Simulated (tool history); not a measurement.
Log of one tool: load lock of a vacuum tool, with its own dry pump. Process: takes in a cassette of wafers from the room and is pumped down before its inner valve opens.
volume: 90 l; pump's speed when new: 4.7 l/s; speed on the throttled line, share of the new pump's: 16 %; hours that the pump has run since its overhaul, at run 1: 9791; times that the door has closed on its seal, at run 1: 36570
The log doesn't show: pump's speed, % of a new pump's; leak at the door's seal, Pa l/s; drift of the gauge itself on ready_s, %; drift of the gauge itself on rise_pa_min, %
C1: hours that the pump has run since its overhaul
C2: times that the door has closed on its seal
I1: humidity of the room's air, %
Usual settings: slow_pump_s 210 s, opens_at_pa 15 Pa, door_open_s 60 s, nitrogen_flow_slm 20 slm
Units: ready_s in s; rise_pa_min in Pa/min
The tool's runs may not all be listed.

{"run": 1, "hour": 0.0, "slow_pump_s": 210, "opens_at_pa": 15, "door_open_s": 60, "nitrogen_flow_slm": 20, "C1": 9791, "C2": 36570, "I1": 41.4, "ready_s": 379.7, "rise_pa_min": 0.691}
{"run": 2, "hour": 364.0, "slow_pump_s": 108, "opens_at_pa": 15, "door_open_s": 60, "nitrogen_flow_slm": 20, "C1": 10155, "C2": 38336, "I1": 41.9, "ready_s": 295.5, "rise_pa_min": 0.731}
{"run": 3, "hour": 793.0, "slow_pump_s": 108, "opens_at_pa": 15, "door_open_s": 60, "nitrogen_flow_slm": 35, "C1": 10584, "C2": 40416, "I1": 43.8, "ready_s": 298.1, "rise_pa_min": 0.777}
{"run": 4, "hour": 1220.3, "slow_pump_s": 210, "opens_at_pa": 15, "door_open_s": 60, "nitrogen_flow_slm": 14, "C1": 11012, "C2": 42489, "I1": 45.9, "ready_s": 381.4, "rise_pa_min": 0.837}
{"hour": 1582.3, "done": "dry pump taken out, an overhauled one fitted"}
{"hour": 1583.8, "done": "door's seal changed, seat wiped"}
{"run": 5, "hour": 1765.9, "slow_pump_s": 210, "opens_at_pa": 15, "door_open_s": 60, "nitrogen_flow_slm": 14, "C1": 182, "C2": 883, "I1": 43.6, "ready_s": 347.3, "rise_pa_min": 0.033}
{"run": 6, "hour": 2407.8, "slow_pump_s": 210, "opens_at_pa": 29, "door_open_s": 60, "nitrogen_flow_slm": 20, "C1": 824, "C2": 3997, "I1": 41.1, "ready_s": 335.6, "rise_pa_min": 0.046}
{"run": 7, "hour": 3023.3, "slow_pump_s": 210, "opens_at_pa": 29, "door_open_s": 60, "nitrogen_flow_slm": 20, "C1": 1440, "C2": 6982, "I1": 44, "ready_s": 332.2, "rise_pa_min": 0.064}
{"run": 8, "hour": 3450.2, "slow_pump_s": 210, "opens_at_pa": 29, "door_open_s": 60, "nitrogen_flow_slm": 20, "C1": 1866, "C2": 9053, "I1": 46.3, "ready_s": 335.3, "rise_pa_min": 0.079}
{"run": 9, "hour": 4057.3, "slow_pump_s": 210, "opens_at_pa": 15, "door_open_s": 60, "nitrogen_flow_slm": 20, "C1": 2474, "C2": 11997, "I1": 47, "ready_s": 349.1, "rise_pa_min": 0.11}
{"run": 10, "hour": 4405.0, "slow_pump_s": 210, "opens_at_pa": 15, "door_open_s": 60, "nitrogen_flow_slm": 20, "C1": 2821, "C2": 13684, "I1": 44.8, "ready_s": 353.1, "rise_pa_min": 0.128}
{"run": 11, "hour": 5051.9, "slow_pump_s": 210, "opens_at_pa": 15, "door_open_s": 31, "nitrogen_flow_slm": 20, "C1": 3468, "C2": 16822, "I1": 42.6, "ready_s": 355.1, "rise_pa_min": 0.165}
{"run": 12, "hour": 5700.4, "slow_pump_s": 274, "opens_at_pa": 15, "door_open_s": 60, "nitrogen_flow_slm": 20, "C1": 4117, "C2": 19967, "I1": 45.7, "ready_s": 409.8, "rise_pa_min": 0.211}
{"run": 13, "hour": 6029.5, "slow_pump_s": 274, "opens_at_pa": 15, "door_open_s": 60, "nitrogen_flow_slm": 20, "C1": 4446, "C2": 21563, "I1": 42.7, "ready_s": 413.1, "rise_pa_min": 0.238}
{"run": 14, "hour": 6385.0, "slow_pump_s": 210, "opens_at_pa": 15, "door_open_s": 60, "nitrogen_flow_slm": 20, "C1": 4801, "C2": 23288, "I1": 47.4, "ready_s": 356.9, "rise_pa_min": 0.268}
{"run": 15, "hour": 6938.3, "slow_pump_s": 210, "opens_at_pa": 15, "door_open_s": 60, "nitrogen_flow_slm": 20, "C1": 5355, "C2": 25972, "I1": 46.8, "ready_s": 361.7, "rise_pa_min": 0.308}
{"run": 16, "hour": 7548.1, "slow_pump_s": 210, "opens_at_pa": 15, "door_open_s": 60, "nitrogen_flow_slm": 20, "C1": 5964, "C2": 28929, "I1": 45.2, "ready_s": 362, "rise_pa_min": 0.365}
{"run": 17, "hour": 7961.9, "slow_pump_s": 210, "opens_at_pa": 15, "door_open_s": 60, "nitrogen_flow_slm": 20, "C1": 6378, "C2": 30936, "I1": 47.5, "ready_s": 362.2, "rise_pa_min": 0.404}
{"run": 18, "hour": 8253.5, "slow_pump_s": 210, "opens_at_pa": 15, "door_open_s": 60, "nitrogen_flow_slm": 20, "C1": 6670, "C2": 32350, "I1": 45.4, "ready_s": 362.4, "rise_pa_min": 0.427}
{"run": 19, "hour": 8779.2, "slow_pump_s": 357, "opens_at_pa": 15, "door_open_s": 211, "nitrogen_flow_slm": 20, "C1": 7195, "C2": 34901, "I1": 43.9, "ready_s": 486.8, "rise_pa_min": 0.502}
{"run": 20, "hour": 9425.0, "slow_pump_s": 210, "opens_at_pa": 15, "door_open_s": 60, "nitrogen_flow_slm": 26, "C1": 7841, "C2": 38033, "I1": 46.1, "ready_s": 368.3, "rise_pa_min": 0.556}
{"run": 21, "hour": 9964.3, "slow_pump_s": 210, "opens_at_pa": 15, "door_open_s": 60, "nitrogen_flow_slm": 26, "C1": 8381, "C2": 40649, "I1": 47.9, "ready_s": 364.1, "rise_pa_min": 0.624}
{"run": 22, "hour": 10584.6, "slow_pump_s": 199, "opens_at_pa": 16, "door_open_s": 46, "nitrogen_flow_slm": 8, "C1": 9001, "C2": 43657, "I1": 44.4, "ready_s": 356, "rise_pa_min": 0.705}
{"hour": 10680.7, "done": "door's seal changed, seat wiped"}
{"run": 23, "hour": 11135.8, "slow_pump_s": 210, "opens_at_pa": 19, "door_open_s": 42, "nitrogen_flow_slm": 20, "C1": 9551, "C2": 2208, "I1": 47.7, "ready_s": 366.5, "rise_pa_min": 0.029}
{"run": 24, "hour": 11657.9, "slow_pump_s": 176, "opens_at_pa": 20, "door_open_s": 159, "nitrogen_flow_slm": 20, "C1": 10073, "C2": 4740, "I1": 45.3, "ready_s": 336.5, "rise_pa_min": 0.061}
{"run": 25, "hour": 12112.2, "slow_pump_s": 210, "opens_at_pa": 17, "door_open_s": 68, "nitrogen_flow_slm": 20, "C1": 10527, "C2": 6944, "I1": 46.7, "ready_s": 367.8, "rise_pa_min": 0.065}
{"run": 26, "hour": 12677.8, "slow_pump_s": 113, "opens_at_pa": 15, "door_open_s": 183, "nitrogen_flow_slm": 34, "C1": 11093, "C2": 9687, "I1": 42.5, "ready_s": 294.2, "rise_pa_min": 0.095}
{"hour": 12957.0, "done": "dry pump taken out, an overhauled one fitted"}
{"run": 27, "hour": 13035.2, "slow_pump_s": 388, "opens_at_pa": 22, "door_open_s": 154, "nitrogen_flow_slm": 20, "C1": 78, "C2": 11391, "I1": 41.1, "ready_s": 491.5, "rise_pa_min": 0.117}
{"run": 28, "hour": 13627.5, "slow_pump_s": 245, "opens_at_pa": 22, "door_open_s": 154, "nitrogen_flow_slm": 5, "C1": 670, "C2": 14264, "I1": 44.2, "ready_s": 368.9, "rise_pa_min": 0.158}
{"run": 29, "hour": 14131.6, "slow_pump_s": 210, "opens_at_pa": 15, "door_open_s": 48, "nitrogen_flow_slm": 28, "C1": 1175, "C2": 16709, "I1": 46.6, "ready_s": 346.6, "rise_pa_min": 0.161}
{"run": 30, "hour": 14686.7, "slow_pump_s": 210, "opens_at_pa": 18, "door_open_s": 60, "nitrogen_flow_slm": 8, "C1": 1730, "C2": 19402, "I1": 44.4, "ready_s": 346.6, "rise_pa_min": 0.216}
{"run": 31, "hour": 15165.9, "slow_pump_s": 175, "opens_at_pa": 26, "door_open_s": 35, "nitrogen_flow_slm": 23, "C1": 2209, "C2": 21727, "I1": 45.4, "ready_s": 311.7, "rise_pa_min": 0.236}
{"run": 32, "hour": 15742.1, "slow_pump_s": 143, "opens_at_pa": 26, "door_open_s": 60, "nitrogen_flow_slm": 20, "C1": 2785, "C2": 24521, "I1": 44.1, "ready_s": 283.9, "rise_pa_min": 0.291}
{"run": 33, "hour": 16106.7, "slow_pump_s": 143, "opens_at_pa": 26, "door_open_s": 60, "nitrogen_flow_slm": 20, "C1": 3150, "C2": 26290, "I1": 46.2, "ready_s": 288.3, "rise_pa_min": 0.317}
{"run": 34, "hour": 16582.4, "slow_pump_s": 143, "opens_at_pa": 26, "door_open_s": 60, "nitrogen_flow_slm": 20, "C1": 3625, "C2": 28597, "I1": 44.6, "ready_s": 288.8, "rise_pa_min": 0.362}
{"run": 35, "hour": 16920.7, "slow_pump_s": 143, "opens_at_pa": 26, "door_open_s": 60, "nitrogen_flow_slm": 20, "C1": 3964, "C2": 30238, "I1": 43.2, "ready_s": 288, "rise_pa_min": 0.387}
{"run": 36, "hour": 17340.6, "slow_pump_s": 210, "opens_at_pa": 15, "door_open_s": 41, "nitrogen_flow_slm": 20, "C1": 4384, "C2": 32275, "I1": 50.1, "ready_s": 357.7, "rise_pa_min": 0.432}

The same runs without the tool's hidden state, with the same run-to-run variation:
run=1 ready_s=350.4 rise_pa_min=0.021
run=2 ready_s=261.3 rise_pa_min=0.019
run=3 ready_s=262.4 rise_pa_min=0.015
run=4 ready_s=348.4 rise_pa_min=0.02
run=5 ready_s=349.3 rise_pa_min=0.028
run=6 ready_s=335.8 rise_pa_min=0.024
run=7 ready_s=331.2 rise_pa_min=0.022
run=8 ready_s=333.4 rise_pa_min=0.019
run=9 ready_s=345.7 rise_pa_min=0.022
run=10 ready_s=348.9 rise_pa_min=0.018
run=11 ready_s=348.9 rise_pa_min=0.014
run=12 ready_s=402.5 rise_pa_min=0.019
run=13 ready_s=405.1 rise_pa_min=0.018
run=14 ready_s=347.9 rise_pa_min=0.018
run=15 ready_s=351.1 rise_pa_min=0.021
run=16 ready_s=349.9 rise_pa_min=0.017
run=17 ready_s=349 rise_pa_min=0.025
run=18 ready_s=348.5 rise_pa_min=0.02
run=19 ready_s=473.5 rise_pa_min=0.039
run=20 ready_s=350.9 rise_pa_min=0.018
run=21 ready_s=345.4 rise_pa_min=0.02
run=22 ready_s=334.9 rise_pa_min=0.023
run=23 ready_s=344.4 rise_pa_min=0.019
run=24 ready_s=312.6 rise_pa_min=0.034
run=25 ready_s=342.8 rise_pa_min=0.024
run=26 ready_s=263.5 rise_pa_min=0.029
run=27 ready_s=491.7 rise_pa_min=0.034
run=28 ready_s=367.9 rise_pa_min=0.042
run=29 ready_s=344 rise_pa_min=0.013
run=30 ready_s=343.2 rise_pa_min=0.024
run=31 ready_s=307.2 rise_pa_min=0.018
run=32 ready_s=277.8 rise_pa_min=0.024
run=33 ready_s=281.3 rise_pa_min=0.022
run=34 ready_s=280.7 rise_pa_min=0.022
run=35 ready_s=279 rise_pa_min=0.018
run=36 ready_s=347.6 rise_pa_min=0.019
